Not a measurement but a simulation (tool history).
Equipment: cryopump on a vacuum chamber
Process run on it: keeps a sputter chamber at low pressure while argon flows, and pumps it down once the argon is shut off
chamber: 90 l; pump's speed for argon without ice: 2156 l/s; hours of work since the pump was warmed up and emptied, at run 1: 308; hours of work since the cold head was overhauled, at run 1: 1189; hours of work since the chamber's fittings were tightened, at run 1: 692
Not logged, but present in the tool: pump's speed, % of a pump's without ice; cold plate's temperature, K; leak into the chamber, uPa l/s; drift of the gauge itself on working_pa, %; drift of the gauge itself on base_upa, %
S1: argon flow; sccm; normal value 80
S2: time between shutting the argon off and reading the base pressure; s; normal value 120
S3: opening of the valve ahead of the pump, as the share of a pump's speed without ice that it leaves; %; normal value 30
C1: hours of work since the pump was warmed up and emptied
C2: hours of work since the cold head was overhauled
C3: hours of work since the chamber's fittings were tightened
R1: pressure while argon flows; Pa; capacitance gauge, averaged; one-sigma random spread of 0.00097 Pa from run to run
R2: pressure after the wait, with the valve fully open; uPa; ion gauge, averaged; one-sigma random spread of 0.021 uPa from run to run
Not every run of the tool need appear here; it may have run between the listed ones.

run 1 hour=0 | S1=80 S2=120 S3=30 | C1=308 C2=1189 C3=692 | R1=0.2194 R2=0.6
run 2 hour=79.9 | S1=80 S2=120 S3=51 | C1=366 C2=1247 C3=751 | R1=0.1363 R2=0.62
run 3 hour=157.5 | S1=80 S2=120 S3=51 | C1=423 C2=1304 C3=808 | R1=0.1393 R2=0.66
run 4 hour=233.1 | S1=80 S2=120 S3=51 | C1=478 C2=1359 C3=863 | R1=0.1405 R2=0.68
run 5 hour=314.1 | S1=80 S2=120 S3=51 | C1=538 C2=1419 C3=922 | R1=0.1429 R2=0.73
run 6 hour=358.8 | S1=80 S2=120 S3=55 | C1=570 C2=1451 C3=955 | R1=0.1351 R2=0.78
run 7 hour=402.6 | S1=80 S2=120 S3=55 | C1=602 C2=1483 C3=987 | R1=0.138 R2=0.73
run 8 hour=455.3 | S1=80 S2=120 S3=55 | C1=641 C2=1522 C3=1026 | R1=0.139 R2=0.78
run 9 hour=552.4 | S1=80 S2=120 S3=55 | C1=712 C2=1593 C3=1097 | R1=0.1426 R2=0.79
run 10 hour=595.3 | S1=80 S2=120 S3=30 | C1=744 C2=1625 C3=1128 | R1=0.2387 R2=0.78
-- hour=631.1 pump warmed up, emptied and cooled again
run 11 hour=661.7 | S1=59 S2=120 S3=30 | C1=22 C2=1670 C3=1173 | R1=0.1548 R2=0.67
run 12 hour=729.8 | S1=80 S2=120 S3=30 | C1=72 C2=1719 C3=1223 | R1=0.2133 R2=0.67
run 13 hour=783.8 | S1=80 S2=120 S3=30 | C1=112 C2=1759 C3=1262 | R1=0.2153 R2=0.69
run 14 hour=849.9 | S1=80 S2=120 S3=30 | C1=160 C2=1807 C3=1311 | R1=0.2149 R2=0.73
run 15 hour=918.9 | S1=80 S2=120 S3=30 | C1=211 C2=1858 C3=1361 | R1=0.2189 R2=0.72
run 16 hour=996.6 | S1=80 S2=120 S3=30 | C1=268 C2=1915 C3=1418 | R1=0.2193 R2=0.74
run 17 hour=1052.4 | S1=80 S2=206 S3=30 | C1=309 C2=1956 C3=1459 | R1=0.22 R2=0.62
-- hour=1071.5 leaking fittings of the chamber tightened, without venting
run 18 hour=1141.5 | S1=59 S2=206 S3=30 | C1=372 C2=2019 C3=51 | R1=0.1642 R2=0.36
run 19 hour=1190.9 | S1=46 S2=297 S3=28 | C1=408 C2=2056 C3=87 | R1=0.138 R2=0.35
run 20 hour=1284.6 | S1=46 S2=297 S3=28 | C1=477 C2=2124 C3=156 | R1=0.1384 R2=0.34
run 21 hour=1350.2 | S1=80 S2=114 S3=30 | C1=525 C2=2172 C3=204 | R1=0.2281 R2=0.59
run 22 hour=1443.6 | S1=100 S2=93 S3=51 | C1=594 C2=2241 C3=272 | R1=0.1823 R2=0.65
run 23 hour=1504.7 | S1=55 S2=106 S3=56 | C1=638 C2=2285 C3=317 | R1=0.0951 R2=0.65
run 24 hour=1574.7 | S1=38 S2=265 S3=25 | C1=690 C2=2337 C3=368 | R1=0.1321 R2=0.44
run 25 hour=1650.7 | S1=35 S2=67 S3=17 | C1=745 C2=2392 C3=424 | R1=0.1745 R2=0.9
-- hour=1687.8 pump warmed up, emptied and cooled again
run 26 hour=1752.6 | S1=50 S2=235 S3=25 | C1=47 C2=2463 C3=495 | R1=0.1587 R2=0.39
run 27 hour=1820.8 | S1=80 S2=95 S3=30 | C1=97 C2=2513 C3=545 | R1=0.2149 R2=0.65
run 28 hour=1878.4 | S1=48 S2=75 S3=50 | C1=140 C2=2555 C3=587 | R1=0.0794 R2=0.81
run 29 hour=1968.7 | S1=114 S2=151 S3=30 | C1=206 C2=2621 C3=653 | R1=0.3105 R2=0.57
run 30 hour=2067 | S1=88 S2=277 S3=28 | C1=278 C2=2693 C3=725 | R1=0.2589 R2=0.46
run 31 hour=2145 | S1=88 S2=277 S3=28 | C1=335 C2=2751 C3=782 | R1=0.2586 R2=0.44

Selected run-to-run steps in R1, each split into two signed amounts: the part the tool would show with no hidden state at all (from settings, incoming material and random variation), and the remainder, which goes to the hidden state together with any gauge scatter not common to the measured and the hidden-state-free results:
Run 9 -> 10: S3 55 -> 30. R1 +0.0961 Pa: hidden state +0.0018, all else +0.0943.
Run 10 -> 11: S1 80 -> 59, pump warmed up, emptied and cooled again. R1 -0.0839 Pa: hidden state -0.0294, all else -0.0545.
Run 22 -> 23: S1 100 -> 55, S2 93 -> 106, S3 51 -> 56. R1 -0.0872 Pa: hidden state -0.0113, all else -0.0759.
Run 25 -> 26: S1 35 -> 50, S2 67 -> 235, S3 17 -> 25, pump warmed up, emptied and cooled again. R1 -0.0158 Pa: hidden state -0.0118, all else -0.004.
Run 27 -> 28: S1 80 -> 48, S2 95 -> 75, S3 30 -> 50. R1 -0.1355 Pa: hidden state -0.0009, all else -0.1346.
Run 28 -> 29: S1 48 -> 114, S2 75 -> 151, S3 50 -> 30. R1 +0.2311 Pa: hidden state +0.0078, all else +0.2233.

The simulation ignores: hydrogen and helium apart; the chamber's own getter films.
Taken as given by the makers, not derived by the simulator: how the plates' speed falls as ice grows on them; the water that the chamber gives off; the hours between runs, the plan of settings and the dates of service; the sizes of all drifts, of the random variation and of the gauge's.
